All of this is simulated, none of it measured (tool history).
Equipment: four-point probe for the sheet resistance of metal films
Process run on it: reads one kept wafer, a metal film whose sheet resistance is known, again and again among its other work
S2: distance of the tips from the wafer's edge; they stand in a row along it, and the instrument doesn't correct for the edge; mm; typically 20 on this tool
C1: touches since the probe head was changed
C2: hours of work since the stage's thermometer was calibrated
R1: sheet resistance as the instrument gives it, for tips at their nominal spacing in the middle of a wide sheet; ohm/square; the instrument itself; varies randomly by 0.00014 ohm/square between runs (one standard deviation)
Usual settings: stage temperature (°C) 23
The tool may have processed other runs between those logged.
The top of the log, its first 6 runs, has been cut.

{"run": 7, "hour": 151.6, "stage temperature (°C)": 23, "S2": 24, "C1": 29708, "C2": 208, "R1": 0.720872}
{"run": 8, "hour": 170.4, "stage temperature (°C)": 23, "S2": 20, "C1": 30116, "C2": 216, "R1": 0.721256}
{"run": 9, "hour": 190.3, "stage temperature (°C)": 23, "S2": 33, "C1": 30547, "C2": 224, "R1": 0.720149}
{"run": 10, "hour": 217.4, "stage temperature (°C)": 23, "S2": 33, "C1": 31135, "C2": 235, "R1": 0.720287}
{"run": 11, "hour": 242.0, "stage temperature (°C)": 23, "S2": 33, "C1": 31668, "C2": 245, "R1": 0.720188}
{"run": 12, "hour": 255.9, "stage temperature (°C)": 23, "S2": 20, "C1": 31970, "C2": 250, "R1": 0.721042}
{"run": 13, "hour": 269.8, "stage temperature (°C)": 23, "S2": 20, "C1": 32272, "C2": 256, "R1": 0.721089}
{"run": 14, "hour": 288.8, "stage temperature (°C)": 23, "S2": 20, "C1": 32683, "C2": 264, "R1": 0.721023}
{"run": 15, "hour": 313.0, "stage temperature (°C)": 23, "S2": 20, "C1": 33208, "C2": 274, "R1": 0.721091}
{"run": 16, "hour": 329.6, "stage temperature (°C)": 23, "S2": 20, "C1": 33569, "C2": 280, "R1": 0.720986}
{"run": 17, "hour": 361.1, "stage temperature (°C)": 23, "S2": 20, "C1": 34252, "C2": 293, "R1": 0.721117}
{"hour": 363.3, "done": "stage's thermometer calibrated"}
{"run": 18, "hour": 379.2, "stage temperature (°C)": 23, "S2": 20, "C1": 34633, "C2": 6, "R1": 0.721109}
{"run": 19, "hour": 411.0, "stage temperature (°C)": 23, "S2": 20, "C1": 35324, "C2": 19, "R1": 0.720871}
{"run": 20, "hour": 441.3, "stage temperature (°C)": 23, "S2": 20, "C1": 35982, "C2": 32, "R1": 0.720839}
{"run": 21, "hour": 463.9, "stage temperature (°C)": 23, "S2": 20, "C1": 36472, "C2": 41, "R1": 0.721192}
{"run": 22, "hour": 484.4, "stage temperature (°C)": 23, "S2": 7, "C1": 36917, "C2": 49, "R1": 0.732112}
{"hour": 504.2, "done": "stage's thermometer calibrated, once more"}
{"run": 23, "hour": 506.5, "stage temperature (°C)": 22, "S2": 10, "C1": 37384, "C2": 1, "R1": 0.725866}
{"run": 24, "hour": 538.0, "stage temperature (°C)": 22, "S2": 5, "C1": 38068, "C2": 14, "R1": 0.743897}
{"run": 25, "hour": 556.6, "stage temperature (°C)": 27, "S2": 20, "C1": 38471, "C2": 21, "R1": 0.718895}
{"run": 26, "hour": 574.1, "stage temperature (°C)": 33, "S2": 42, "C1": 38852, "C2": 28, "R1": 0.714266}
{"run": 27, "hour": 593.7, "stage temperature (°C)": 19, "S2": 12, "C1": 39276, "C2": 36, "R1": 0.725764}
{"run": 28, "hour": 614.2, "stage temperature (°C)": 19, "S2": 12, "C1": 39722, "C2": 45, "R1": 0.725546}

Run 29 is up next; what results do you expect?
{"run": 29, "hour": 628.9, "stage temperature (°C)": 19, "S2": 12, "C1": 40040, "C2": 51, "R1": "?"}

For run 29 the tool returned R1 0.725363 ohm/square.
Had the tool carried no hidden state, the very same run would have given R1 0.728915 ohm/square.
